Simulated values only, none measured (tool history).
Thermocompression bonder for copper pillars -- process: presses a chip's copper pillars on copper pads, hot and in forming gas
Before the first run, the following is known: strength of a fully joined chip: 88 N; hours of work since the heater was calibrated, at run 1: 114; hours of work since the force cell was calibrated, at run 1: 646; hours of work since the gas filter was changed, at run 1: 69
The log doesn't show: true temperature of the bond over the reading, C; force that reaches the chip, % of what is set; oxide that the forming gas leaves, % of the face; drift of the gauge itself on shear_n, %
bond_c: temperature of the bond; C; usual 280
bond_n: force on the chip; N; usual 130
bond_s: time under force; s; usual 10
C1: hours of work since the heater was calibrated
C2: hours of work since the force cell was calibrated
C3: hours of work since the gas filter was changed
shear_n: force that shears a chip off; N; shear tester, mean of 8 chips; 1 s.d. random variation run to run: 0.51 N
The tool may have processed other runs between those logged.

run 1 hour=0 | bond_c=280 bond_n=130 bond_s=10 | C1=114 C2=646 C3=69 | shear_n=59.4
run 2 hour=6.8 | bond_c=280 bond_n=130 bond_s=10 | C1=118 C2=650 C3=73 | shear_n=59.4
run 3 hour=18.2 | bond_c=280 bond_n=130 bond_s=10 | C1=124 C2=657 C3=79 | shear_n=59.2
run 4 hour=28.7 | bond_c=280 bond_n=130 bond_s=10 | C1=131 C2=663 C3=85 | shear_n=59.9
run 5 hour=41 | bond_c=280 bond_n=130 bond_s=7 | C1=138 C2=670 C3=92 | shear_n=53.3
run 6 hour=50.3 | bond_c=280 bond_n=130 bond_s=10 | C1=143 C2=676 C3=98 | shear_n=60
run 7 hour=61.9 | bond_c=256 bond_n=130 bond_s=10 | C1=150 C2=682 C3=105 | shear_n=44.9
run 8 hour=69.3 | bond_c=256 bond_n=130 bond_s=10 | C1=154 C2=687 C3=109 | shear_n=44.4
run 9 hour=74.8 | bond_c=280 bond_n=130 bond_s=27 | C1=157 C2=690 C3=112 | shear_n=71.9
run 10 hour=82.6 | bond_c=280 bond_n=82 bond_s=10 | C1=162 C2=694 C3=117 | shear_n=49.3
run 11 hour=95.4 | bond_c=280 bond_n=82 bond_s=10 | C1=169 C2=702 C3=124 | shear_n=49.3
-- hour=101.2 forming gas filter changed
run 12 hour=105 | bond_c=280 bond_n=82 bond_s=10 | C1=175 C2=707 C3=2 | shear_n=50.7
run 13 hour=115.5 | bond_c=267 bond_n=111 bond_s=10 | C1=181 C2=713 C3=8 | shear_n=50.6
run 14 hour=125.3 | bond_c=267 bond_n=111 bond_s=10 | C1=186 C2=719 C3=14 | shear_n=50.4
run 15 hour=136.7 | bond_c=267 bond_n=111 bond_s=10 | C1=193 C2=725 C3=21 | shear_n=49.3
run 16 hour=144.4 | bond_c=267 bond_n=101 bond_s=7 | C1=197 C2=730 C3=25 | shear_n=41.7
run 17 hour=149.8 | bond_c=267 bond_n=101 bond_s=7 | C1=201 C2=733 C3=28 | shear_n=42

3 ways to go on from here, each from the tool as it stands after run 17. What would each give?
run A hour=162.5 | bond_c=268 bond_n=127 bond_s=10 | C1=208 C2=740 C3=36 | shear_n=?
run B hour=162.5 | bond_c=252 bond_n=130 bond_s=10 | C1=208 C2=740 C3=36 | shear_n=?
run C hour=162.5 | bond_c=280 bond_n=184 bond_s=10 | C1=208 C2=740 C3=36 | shear_n=?

run=A shear_n=53.4
run=B shear_n=43.7
run=C shear_n=67.3
Take away the tool's hidden state, keep each run's random variation, and the runs would have read:
run=A shear_n=53
run=B shear_n=43.2
run=C shear_n=67.2
